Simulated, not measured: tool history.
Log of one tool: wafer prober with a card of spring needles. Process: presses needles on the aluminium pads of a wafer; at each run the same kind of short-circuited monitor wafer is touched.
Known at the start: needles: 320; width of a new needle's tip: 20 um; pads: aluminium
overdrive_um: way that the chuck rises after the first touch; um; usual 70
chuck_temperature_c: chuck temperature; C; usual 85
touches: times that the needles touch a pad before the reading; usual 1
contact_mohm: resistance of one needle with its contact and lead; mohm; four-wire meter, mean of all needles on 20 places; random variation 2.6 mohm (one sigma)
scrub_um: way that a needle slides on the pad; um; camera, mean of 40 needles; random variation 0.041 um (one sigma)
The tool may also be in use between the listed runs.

run,day,overdrive_um,chuck_temperature_c,touches,contact_mohm,scrub_um
1,0.000,70,85,1,296,15.51
# day 0.142: tips cleaned on abrasive film
# day 0.771: tips cleaned on abrasive film
# day 1.488: tips cleaned on abrasive film
2,1.488,70,85,1,292,15.56
# day 2.271: tips cleaned on abrasive film
# day 3.042: tips cleaned on abrasive film
3,3.167,70,85,1,292,15.56
# day 3.792: tips cleaned on abrasive film
# day 4.512: tips cleaned on abrasive film
4,4.729,70,85,1,295,15.54
# day 5.204: tips cleaned on abrasive film
# day 5.950: tips cleaned on abrasive film
# day 6.696: tips cleaned on abrasive film
# day 7.354: tips cleaned on abrasive film
5,7.354,70,85,1,289,15.53
# day 8.104: tips cleaned on abrasive film
# day 8.875: tips cleaned on abrasive film
6,9.167,70,85,1,294,15.59
# day 9.642: tips cleaned on abrasive film
# day 10.388: tips cleaned on abrasive film
7,10.388,70,85,1,293,15.60
# day 11.017: tips cleaned on abrasive film
8,11.583,70,85,1,296,15.67
# day 11.746: tips cleaned on abrasive film
# day 12.500: tips cleaned on abrasive film
# day 13.133: tips cleaned on abrasive film
# day 13.908: tips cleaned on abrasive film
9,14.038,66,85,1,296,14.67
# day 14.633: tips cleaned on abrasive film
# day 15.267: tips cleaned on abrasive film
# day 15.975: tips cleaned on abrasive film
10,15.975,66,85,1,294,14.69
# day 16.604: tips cleaned on abrasive film
# day 17.392: tips cleaned on abrasive film
11,17.821,70,85,1,294,15.66
# day 18.138: tips cleaned on abrasive film
# day 18.604: height of the first contact set anew
# day 18.921: tips cleaned on abrasive film
# day 19.675: tips cleaned on abrasive film
# day 20.429: tips cleaned on abrasive film
12,20.512,70,109,1,297,15.67
# day 21.125: tips cleaned on abrasive film
# day 21.825: tips cleaned on abrasive film
# day 22.579: tips cleaned on abrasive film
13,22.675,70,109,1,302,15.65
# day 23.308: tips cleaned on abrasive film
# day 24.092: tips cleaned on abrasive film
14,24.121,70,109,1,297,15.67
# day 24.729: tips cleaned on abrasive film
# day 25.479: tips cleaned on abrasive film
# day 26.238: tips cleaned on abrasive film
15,26.238,70,49,1,280,15.74
# day 27.025: tips cleaned on abrasive film
16,27.621,77,49,1,281,17.22
# day 27.767: tips cleaned on abrasive film
# day 28.475: tips cleaned on abrasive film
# day 29.250: tips cleaned on abrasive film
17,29.796,70,85,2,294,15.61
# day 29.946: tips cleaned on abrasive film
# day 30.575: tips cleaned on abrasive film
# day 31.338: tips cleaned on abrasive film
18,31.733,53,72,2,300,11.94
# day 32.050: tips cleaned on abrasive film
# day 32.829: tips cleaned on abrasive film
19,33.429,50,46,1,289,11.24
# day 33.592: tips cleaned on abrasive film
# day 34.221: tips cleaned on abrasive film
# day 34.983: tips cleaned on abrasive film
# day 35.617: tips cleaned on abrasive film
20,36.125,55,26,1,280,12.37
# day 36.283: tips cleaned on abrasive film
# day 37.033: tips cleaned on abrasive film
# day 37.667: tips cleaned on abrasive film
21,37.667,80,64,3,284,17.93
# day 38.417: tips cleaned on abrasive film
# day 39.196: tips cleaned on abrasive film
22,39.579,80,64,3,284,18.04
# day 39.862: tips cleaned on abrasive film
# day 40.612: tips cleaned on abrasive film
23,40.762,80,64,3,282,18.07
# day 41.358: tips cleaned on abrasive film
# day 42.133: tips cleaned on abrasive film
24,42.442,70,30,1,282,15.78
# day 42.871: tips cleaned on abrasive film
# day 42.883: height of the first contact set anew
# day 43.662: tips cleaned on abrasive film
# day 44.421: tips cleaned on abrasive film
25,44.771,75,53,1,278,16.94
# day 45.079: tips cleaned on abrasive film
# day 45.842: tips cleaned on abrasive film
# day 46.471: tips cleaned on abrasive film
26,47.012,78,73,1,284,17.62
# day 47.171: tips cleaned on abrasive film
# day 47.804: tips cleaned on abrasive film
# day 48.554: tips cleaned on abrasive film
# day 49.308: tips cleaned on abrasive film
27,49.704,78,73,2,284,17.67
# day 50.021: tips cleaned on abrasive film
# day 50.775: tips cleaned on abrasive film
# day 51.546: tips cleaned on abrasive film
# day 52.308: tips cleaned on abrasive film
28,52.417,81,109,2,299,18.30
# day 53.021: tips cleaned on abrasive film
# day 53.758: tips cleaned on abrasive film
# day 54.508: tips cleaned on abrasive film
29,54.938,81,109,2,298,18.35

3 ways to go on from here, each from the tool as it stands after run 29. What would each give?
# day 55.254: tips cleaned on abrasive film
# day 56.004: tips cleaned on abrasive film
# day 56.729: tips cleaned on abrasive film
A,56.796,81,111,1,?,?
# day 55.254: tips cleaned on abrasive film
# day 56.004: tips cleaned on abrasive film
# day 56.729: tips cleaned on abrasive film
B,56.796,70,92,1,?,?
# day 55.254: tips cleaned on abrasive film
# day 56.004: tips cleaned on abrasive film
# day 56.729: tips cleaned on abrasive film
C,56.796,81,109,1,?,?

run,contact_mohm,scrub_um
A,298,18.34
B,300,15.90
C,299,18.38
Without the tool's hidden state the same runs would have given:
run,contact_mohm,scrub_um
A,297,17.98
B,300,15.59
C,299,18.02

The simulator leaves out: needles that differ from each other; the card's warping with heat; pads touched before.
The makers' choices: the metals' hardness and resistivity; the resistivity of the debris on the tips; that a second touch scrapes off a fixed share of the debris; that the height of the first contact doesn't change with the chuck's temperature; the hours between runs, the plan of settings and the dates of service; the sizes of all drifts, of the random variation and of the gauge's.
